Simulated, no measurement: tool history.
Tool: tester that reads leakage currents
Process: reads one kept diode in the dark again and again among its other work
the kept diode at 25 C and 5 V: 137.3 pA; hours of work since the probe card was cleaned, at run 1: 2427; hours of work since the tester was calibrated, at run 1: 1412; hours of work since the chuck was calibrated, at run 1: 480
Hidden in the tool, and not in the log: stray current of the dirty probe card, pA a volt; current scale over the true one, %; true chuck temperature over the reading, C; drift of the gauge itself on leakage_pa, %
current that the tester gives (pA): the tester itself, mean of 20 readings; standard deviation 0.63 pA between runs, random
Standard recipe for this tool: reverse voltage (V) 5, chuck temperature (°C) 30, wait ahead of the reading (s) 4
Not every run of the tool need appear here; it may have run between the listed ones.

run,hour,reverse voltage (V),chuck temperature (°C),wait ahead of the reading (s),hours of work since the probe card was cleaned,hours of work since the tester was calibrated,hours of work since the chuck was calibrated,current that the tester gives (pA)
1,0,5,30,4,2427,1412,480,196.16
2,40.7,5,30,4,2459,1444,512,194.61
3,91.7,5,30,4,2499,1484,552,192.86
4,135.5,5,30,5.27,2534,1519,587,192.39
5,222.3,5,30,0.73,2602,1587,655,190.92
6,302.6,4.67,30,4,2666,1650,719,182.27
7,381.3,4.67,30,4,2728,1712,781,180.74
8,421.8,5,30,4,2760,1744,813,185.99
9,497.9,2.55,30,4,2820,1804,873,138.57
10,559.8,5,30,1.37,2868,1853,921,182.48
# hour 596.5: chuck's temperature calibrated
11,646.2,5,30,4,2935,1920,39,214.79
12,693,5,30,7.47,2972,1957,76,212.81
13,743.4,5,30,5.48,3011,1996,116,212.87
14,806.2,5,30,5.48,3061,2046,165,209.32
15,876.8,5,30,4.02,3117,2101,221,208.13
16,955.2,3.91,30,4,3178,2163,283,185.78
17,1011.7,5,25,4,3223,2208,327,136.52
18,1063.8,10.02,25,4,3264,2249,368,185.59
19,1139.6,10.02,25,4,3324,2309,428,183.31
20,1200.5,5,30,4,3372,2357,476,199.82
21,1242.4,16.51,23,4,3405,2390,509,196.14
22,1332.4,3.72,40,9.15,3476,2461,580,377.32
23,1417.2,5,30,1.26,3543,2527,647,194.88
24,1491.3,3.19,22,4.76,3601,2586,705,82.65
25,1543.5,3.99,26,4,3642,2627,746,125.33
26,1621.7,1.63,32,0.42,3704,2689,808,138.83
27,1711.5,15.36,24,4.23,3775,2759,879,193.97
28,1754.1,15.36,24,4.23,3808,2793,912,192.84
# hour 1798.6: chuck's temperature calibrated
29,1802.1,12.09,24,6.12,3844,2829,3,197.78
30,1888,14.39,35,1.06,3912,2897,70,495.71
31,1983.6,4.12,30,0.75,3988,2972,146,193.69
# hour 1998.7: probe card cleaned and baked
32,2076,2.47,41,0.45,61,3043,216,361.53
33,2140.8,1.32,35,0.45,112,3094,267,172.43
34,2191.7,1.32,35,0.45,152,3134,307,171.9
35,2255.2,5.43,55,8.2,202,3184,358,1345.54
36,2331.4,4.67,43,1.02,262,3244,418,527.56
37,2405.7,4.01,43,0.43,321,3303,476,489.53
38,2473,5,29,4,374,3356,529,174.1
39,2535.1,5.22,59,0.31,423,3405,578,1693.6

Alternative continuations, all from the tool just after run 39; predict every row:
A,2579.6,1.52,44,0.78,458,3440,613,?
B,2579.6,5.97,20,3.93,458,3440,613,?
C,2579.6,5,40,4,458,3440,613,?
D,2579.6,13.35,29,7.1,458,3440,613,?

run,current that the tester gives (pA)
A,347.55
B,85.76
C,414.07
D,256.23
Had the tool no hidden state, the same runs would have come out as:
run,current that the tester gives (pA)
A,387.41
B,95.99
C,462.05
D,285.86
